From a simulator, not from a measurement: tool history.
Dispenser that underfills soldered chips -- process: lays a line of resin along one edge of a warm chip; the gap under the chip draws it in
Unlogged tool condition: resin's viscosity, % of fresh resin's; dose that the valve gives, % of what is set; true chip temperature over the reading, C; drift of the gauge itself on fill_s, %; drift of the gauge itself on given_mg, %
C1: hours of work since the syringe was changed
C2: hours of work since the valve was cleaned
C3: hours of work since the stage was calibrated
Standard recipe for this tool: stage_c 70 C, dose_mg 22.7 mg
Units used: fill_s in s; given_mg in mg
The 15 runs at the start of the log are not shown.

Run 16, hour 158.7: usual settings but dose_mg 27.0 mg; C1 9; C2 9; C3 254. Result: fill_s 52.6 s, given_mg 26.95 mg.
At hour 161.3: new syringe of resin.
Run 17, hour 174.0: usual settings but stage_c 64 C; C1 10; C2 21; C3 266. Result: fill_s 68.9 s, given_mg 22.60 mg.
At hour 175.0: new syringe of resin.
Run 18, hour 184.6: usual settings but stage_c 64 C, dose_mg 26.1 mg; C1 8; C2 29; C3 274. Result: fill_s 59.2 s, given_mg 25.87 mg.
At hour 188.6: new syringe of resin.
Run 19, hour 195.9: usual settings but stage_c 67 C, dose_mg 26.1 mg; C1 6; C2 37; C3 282. Result: fill_s 50.1 s, given_mg 25.81 mg.
At hour 202.6: new syringe of resin.
Run 20, hour 205.4: usual settings but stage_c 72 C, dose_mg 20.2 mg; C1 2; C2 44; C3 289. Result: fill_s 36.6 s, given_mg 19.95 mg.
At hour 215.2: dispensing valve cleaned and set on the balance.
Run 21, hour 216.4: usual settings but stage_c 58 C, dose_mg 24.3 mg; C1 10; C2 1; C3 297. Result: fill_s 83.9 s, given_mg 24.33 mg.
At hour 217.6: new syringe of resin.
Run 22, hour 230.9: usual settings but stage_c 77 C, dose_mg 28.0 mg; C1 10; C2 12; C3 308. Result: fill_s 45.7 s, given_mg 27.97 mg.
At hour 231.8: new syringe of resin.
Run 23, hour 243.5: usual settings but stage_c 77 C, dose_mg 28.0 mg; C1 9; C2 22; C3 318. Result: fill_s 43.3 s, given_mg 27.85 mg.

Run 24 has not been measured yet. What should we expect?
At hour 246.0: new syringe of resin.
Run 24, hour 256.3: usual settings but stage_c 66 C, dose_mg 20.7 mg; C1 8; C2 31; C3 327. Result: fill_s ?, given_mg ?.

fill_s: 60.0 s
given_mg: 20.51 mg
Take away the tool's hidden state, keep the run-to-run variation as it was, and the same run would have given fill_s 37.6 s, given_mg 20.71 mg.
